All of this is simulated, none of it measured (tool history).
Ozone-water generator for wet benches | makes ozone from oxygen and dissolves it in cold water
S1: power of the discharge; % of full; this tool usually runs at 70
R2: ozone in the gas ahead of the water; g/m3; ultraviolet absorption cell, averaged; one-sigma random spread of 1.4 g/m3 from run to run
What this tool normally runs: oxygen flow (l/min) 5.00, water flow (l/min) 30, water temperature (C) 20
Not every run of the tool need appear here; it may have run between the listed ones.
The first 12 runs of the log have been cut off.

run 13 hour=857.6 | S1=70 oxygen_flow_(l/min)=5.00 water_flow_(l/min)=30 water_temperature_(C)=20 | dissolved_ozone_(ppm)=24.6 R2=263.0
run 14 hour=917.0 | S1=70 oxygen_flow_(l/min)=5.00 water_flow_(l/min)=30 water_temperature_(C)=20 | dissolved_ozone_(ppm)=24.4 R2=261.8
run 15 hour=1028.0 | S1=70 oxygen_flow_(l/min)=5.00 water_flow_(l/min)=30 water_temperature_(C)=20 | dissolved_ozone_(ppm)=24.5 R2=263.4
run 16 hour=1117.7 | S1=70 oxygen_flow_(l/min)=5.00 water_flow_(l/min)=30 water_temperature_(C)=20 | dissolved_ozone_(ppm)=24.3 R2=262.1
run 17 hour=1182.4 | S1=70 oxygen_flow_(l/min)=5.00 water_flow_(l/min)=33 water_temperature_(C)=20 | dissolved_ozone_(ppm)=22.5 R2=263.0
run 18 hour=1262.2 | S1=70 oxygen_flow_(l/min)=5.00 water_flow_(l/min)=33 water_temperature_(C)=20 | dissolved_ozone_(ppm)=23.0 R2=264.1
run 19 hour=1361.1 | S1=74 oxygen_flow_(l/min)=2.83 water_flow_(l/min)=22 water_temperature_(C)=25 | dissolved_ozone_(ppm)=30.2 R2=399.1
run 20 hour=1446.2 | S1=49 oxygen_flow_(l/min)=4.74 water_flow_(l/min)=33 water_temperature_(C)=25 | dissolved_ozone_(ppm)=16.3 R2=206.8
run 21 hour=1547.1 | S1=49 oxygen_flow_(l/min)=6.58 water_flow_(l/min)=28 water_temperature_(C)=25 | dissolved_ozone_(ppm)=17.6 R2=165.2
run 22 hour=1657.7 | S1=49 oxygen_flow_(l/min)=6.58 water_flow_(l/min)=28 water_temperature_(C)=25 | dissolved_ozone_(ppm)=17.5 R2=166.6
run 23 hour=1732.5 | S1=83 oxygen_flow_(l/min)=2.63 water_flow_(l/min)=28 water_temperature_(C)=20 | dissolved_ozone_(ppm)=29.0 R2=459.4
-- hour=1741.7 water thermometer calibrated
run 24 hour=1834.7 | S1=50 oxygen_flow_(l/min)=6.71 water_flow_(l/min)=18 water_temperature_(C)=14 | dissolved_ozone_(ppm)=27.7 R2=166.1
run 25 hour=1926.5 | S1=44 oxygen_flow_(l/min)=5.80 water_flow_(l/min)=27 water_temperature_(C)=20 | dissolved_ozone_(ppm)=18.0 R2=164.2
run 26 hour=1982.5 | S1=83 oxygen_flow_(l/min)=4.66 water_flow_(l/min)=27 water_temperature_(C)=20 | dissolved_ozone_(ppm)=30.6 R2=317.7
run 27 hour=2076.6 | S1=63 oxygen_flow_(l/min)=3.63 water_flow_(l/min)=30 water_temperature_(C)=20 | dissolved_ozone_(ppm)=22.2 R2=300.2
run 28 hour=2132.7 | S1=70 oxygen_flow_(l/min)=2.87 water_flow_(l/min)=30 water_temperature_(C)=20 | dissolved_ozone_(ppm)=23.7 R2=377.6
run 29 hour=2247.5 | S1=70 oxygen_flow_(l/min)=5.00 water_flow_(l/min)=30 water_temperature_(C)=25 | dissolved_ozone_(ppm)=22.9 R2=264.1
run 30 hour=2361.4 | S1=70 oxygen_flow_(l/min)=5.00 water_flow_(l/min)=30 water_temperature_(C)=25 | dissolved_ozone_(ppm)=22.8 R2=264.0
run 31 hour=2475.3 | S1=64 oxygen_flow_(l/min)=3.16 water_flow_(l/min)=44 water_temperature_(C)=13 | dissolved_ozone_(ppm)=16.2 R2=329.3
run 32 hour=2590.0 | S1=64 oxygen_flow_(l/min)=3.16 water_flow_(l/min)=44 water_temperature_(C)=13 | dissolved_ozone_(ppm)=16.3 R2=328.3

5 options for the next run, each taken on its own from the tool as it stands now. Forecast them:
run A hour=2701.9 | S1=70 oxygen_flow_(l/min)=4.51 water_flow_(l/min)=30 water_temperature_(C)=17 | dissolved_ozone_(ppm)=? R2=?
run B hour=2701.9 | S1=66 oxygen_flow_(l/min)=5.00 water_flow_(l/min)=30 water_temperature_(C)=17 | dissolved_ozone_(ppm)=? R2=?
run C hour=2701.9 | S1=64 oxygen_flow_(l/min)=3.16 water_flow_(l/min)=44 water_temperature_(C)=13 | dissolved_ozone_(ppm)=? R2=?
run D hour=2701.9 | S1=64 oxygen_flow_(l/min)=3.16 water_flow_(l/min)=27 water_temperature_(C)=13 | dissolved_ozone_(ppm)=? R2=?
run E hour=2701.9 | S1=70 oxygen_flow_(l/min)=2.87 water_flow_(l/min)=46 water_temperature_(C)=12 | dissolved_ozone_(ppm)=? R2=?

run=A dissolved_ozone_(ppm)=25.0 R2=280.5
run=B dissolved_ozone_(ppm)=24.0 R2=251.5
run=C dissolved_ozone_(ppm)=16.5 R2=330.4
run=D dissolved_ozone_(ppm)=25.5 R2=334.2
run=E dissolved_ozone_(ppm)=16.6 R2=377.2
With the hidden condition removed and each run's random variation left untouched, the same runs would have given:
run=A dissolved_ozone_(ppm)=25.1 R2=280.9
run=B dissolved_ozone_(ppm)=24.0 R2=251.9
run=C dissolved_ozone_(ppm)=16.5 R2=330.9
run=D dissolved_ozone_(ppm)=25.6 R2=334.7
run=E dissolved_ozone_(ppm)=16.6 R2=377.8
